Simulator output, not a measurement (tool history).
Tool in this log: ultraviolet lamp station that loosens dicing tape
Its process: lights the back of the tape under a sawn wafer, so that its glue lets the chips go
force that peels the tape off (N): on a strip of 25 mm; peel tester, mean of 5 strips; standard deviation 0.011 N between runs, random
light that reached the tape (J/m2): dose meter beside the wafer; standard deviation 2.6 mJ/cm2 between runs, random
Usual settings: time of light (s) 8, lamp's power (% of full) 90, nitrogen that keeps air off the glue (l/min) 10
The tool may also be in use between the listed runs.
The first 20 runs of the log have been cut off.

run   hour  time of light (s)  lamp's power (% of full)  nitrogen that keeps air off the glue (l/min)  hours of work of the lamp  hours of work since the window was cleaned  force that peels the tape off (N)  light that reached the tape (J/m2)
 21  162.7                 10                        90                                            10                        197                                           8                              0.338                                3870
 22  173.1                 10                        90                                            10                        203                                          14                              0.338                                3840
 23  184.1                 10                        90                                            10                        209                                          20                              0.359                                3800
 24  192.9                 11                        90                                             6                        214                                          25                              0.435                                4180
 25  203.9                 15                        88                                             6                        220                                          31                              0.218                                5530
 26  211.4                  8                        79                                             4                        225                                          36                              1.565                                2620
 27  220.0                  5                        74                                             3                        230                                          41                              3.446                                1500
 28  231.4                  5                        73                                            10                        236                                          47                              2.174                                1510
 29  240.0                 14                        65                                            10                        241                                          52                              0.367                                3670
 30  244.8                 14                        61                                            14                        244                                          55                              0.324                                3470
 31  254.0                  4                        61                                             4                        249                                          60                              4.230                                1010
 32  261.7                  4                        71                                             5                        254                                          65                              3.575                                1120
 33  272.3                  5                        90                                            10                        260                                          71                              1.601                                1800
 34  278.6                  5                        86                                            14                        264                                          74                              1.507                                1700
 35  287.9                 12                        90                                            10                        269                                          80                              0.274                                4290
 36  298.2                  4                        66                                            11                        275                                          86                              3.112                                1030
 37  305.8                  8                        76                                             5                        279                                          90                              1.524                                2350
 38  314.8                  8                        65                                             4                        284                                          95                              2.282                                2000
 39  321.0                  6                       100                                             4                        288                                          99                              1.823                                2330
 40  331.5                 14                        96                                            12                        294                                         105                              0.154                                5180
 41  337.0                 14                        96                                            12                        297                                         108                              0.157                                5170
 42  346.1                 14                        61                                            12                        302                                         113                              0.448                                3280
 43  355.5                 10                        76                                            10                        308                                         119                              0.708                                2850

4 options for the next run, each taken on its own from the tool as it stands now. Forecast them:
  A  361.3                  9                        95                                            13                        311                                         122                                  ?                                   ?
  B  361.3                  4                        76                                            19                        311                                         122                                  ?                                   ?
  C  361.3                 10                        88                                             4                        311                                         122                                  ?                                   ?
  D  361.3                 11                        76                                            10                        311                                         122                                  ?                                   ?

run  force that peels the tape off (N)  light that reached the tape (J/m2)
  A                              0.434                                3260
  B                              2.363                                1150
  C                              1.066                                3310
  D                              0.605                                3130
Take away the tool's hidden state, keep each run's random variation, and the runs would have read:
run  force that peels the tape off (N)  light that reached the tape (J/m2)
  A                              0.251                                4060
  B                              1.767                                1430
  C                              0.676                                4120
  D                              0.353                                3900

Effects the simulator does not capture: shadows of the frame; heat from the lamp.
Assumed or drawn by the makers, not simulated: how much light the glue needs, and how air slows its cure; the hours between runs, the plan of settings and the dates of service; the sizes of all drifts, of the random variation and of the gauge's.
